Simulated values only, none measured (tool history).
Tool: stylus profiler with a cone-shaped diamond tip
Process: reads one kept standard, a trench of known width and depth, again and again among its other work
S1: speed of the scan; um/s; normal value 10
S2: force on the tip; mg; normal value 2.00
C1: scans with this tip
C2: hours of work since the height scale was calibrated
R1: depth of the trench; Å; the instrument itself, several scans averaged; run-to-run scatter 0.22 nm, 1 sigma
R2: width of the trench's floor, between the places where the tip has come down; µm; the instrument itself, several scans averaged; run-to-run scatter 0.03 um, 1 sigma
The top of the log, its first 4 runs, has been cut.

run,day,S1,S2,C1,C2,R1,R2
5,7.658,10,2.00,2392,473,10066.8,15.92
6,9.400,10,2.00,2490,493,10065.9,15.96
7,12.196,10,2.00,2647,524,10065.8,15.99
8,14.233,10,2.00,2761,546,10062.8,16.00
9,16.592,10,2.00,2893,573,10067.3,16.00
10,19.246,5,2.00,3042,602,10066.8,15.98
11,21.258,5,2.00,3155,624,10066.5,16.01
12,23.146,10,2.00,3261,645,10067.0,16.05
13,25.196,10,2.00,3376,668,10064.3,15.98
14,27.588,10,2.00,3510,695,10066.2,15.92
15,30.367,10,3.59,3666,725,10094.0,16.04
16,33.317,10,3.59,3832,758,10095.3,15.97
17,35.346,10,2.00,3946,781,10066.2,15.94
18,36.592,10,2.00,4016,795,10065.1,16.00
19,39.133,10,2.00,4158,823,10062.1,15.98
20,41.471,10,2.00,4289,849,10065.5,15.96
21,43.438,10,2.46,4399,871,10072.2,16.01
22,45.229,34,2.00,4500,890,10067.3,15.91
23,46.850,20,2.41,4591,909,10071.8,16.02
24,48.758,33,0.91,4698,930,10038.4,15.94
25,50.412,13,4.87,4791,948,10114.9,15.90
26,53.300,36,5.85,4953,980,10129.2,15.93
27,55.154,36,5.85,5057,1001,10133.2,15.92

Run 28 comes next. What will it give?
28,57.083,3,0.80,5165,1022,?,?

Run 28 came out at R1 10035.5 Å, R2 16.01 µm.
Had the tool carried no hidden state, the very same run would have given R1 10035.7 Å, R2 16.02 µm.
